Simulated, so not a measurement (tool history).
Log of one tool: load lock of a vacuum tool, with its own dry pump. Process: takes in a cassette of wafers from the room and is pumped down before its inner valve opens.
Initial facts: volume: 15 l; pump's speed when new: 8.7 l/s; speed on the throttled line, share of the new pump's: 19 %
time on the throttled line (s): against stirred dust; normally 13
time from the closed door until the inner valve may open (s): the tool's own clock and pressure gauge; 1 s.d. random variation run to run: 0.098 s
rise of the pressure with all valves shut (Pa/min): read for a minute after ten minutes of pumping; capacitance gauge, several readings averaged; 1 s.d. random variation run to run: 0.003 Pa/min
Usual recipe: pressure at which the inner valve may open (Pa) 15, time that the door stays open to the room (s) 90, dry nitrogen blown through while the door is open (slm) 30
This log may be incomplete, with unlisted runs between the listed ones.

run    hour  time on the throttled line (s)  pressure at which the inner valve may open (Pa)  time that the door stays open to the room (s)  dry nitrogen blown through while the door is open (slm)  incoming humidity of the room's air, %  time from the closed door until the inner valve may open (s)  rise of the pressure with all valves shut (Pa/min)
  1     0.0                              13                                               15                                             90                                                       30                                    46.6                                                         25.85                                               0.060
  2   109.5                              13                                               15                                             90                                                       30                                    42.6                                                         25.92                                               0.050
  3   220.7                              13                                               15                                             90                                                        5                                    43.1                                                         25.92                                               0.100
  4   341.5                              13                                               15                                             90                                                        5                                    44.6                                                         25.91                                               0.108
  5   439.0                              13                                               15                                             90                                                       30                                    46.6                                                         25.87                                               0.054
  6   533.1                              13                                               15                                             90                                                       30                                    43.8                                                         25.94                                               0.049
  7   593.1                              13                                               15                                            110                                                       30                                    43.8                                                         25.87                                               0.055
  8   690.6                              13                                               15                                            110                                                       30                                    44.1                                                         25.76                                               0.059
  9   797.3                              13                                               15                                            110                                                       30                                    42.4                                                         25.99                                               0.052
 10   890.8                              13                                               15                                            110                                                       30                                    47.9                                                         25.91                                               0.057
 11   972.1                              13                                               15                                            110                                                       30                                    44.7                                                         25.95                                               0.054
 12  1107.7                               9                                               15                                             90                                                       16                                    45.3                                                         22.72                                               0.074
 13  1230.9                               7                                               15                                             90                                                       20                                    45.0                                                         20.96                                               0.071
 14  1337.6                               7                                               15                                             90                                                       20                                    43.7                                                         21.04                                               0.065
 15  1393.0                              13                                               15                                             90                                                       35                                    46.4                                                         25.72                                               0.049

Estimate the outcome of run 16 from the log above:
 16  1451.5                              13                                               15                                             34                                                       13                                    45.6                                                             ?                                                   ?

time from the closed door until the inner valve may open (s): 25.89
rise of the pressure with all valves shut (Pa/min): 0.058
On a tool with no hidden condition, and with the same random variation, this run would have come out at time from the closed door until the inner valve may open (s) 25.88, rise of the pressure with all valves shut (Pa/min) 0.056.
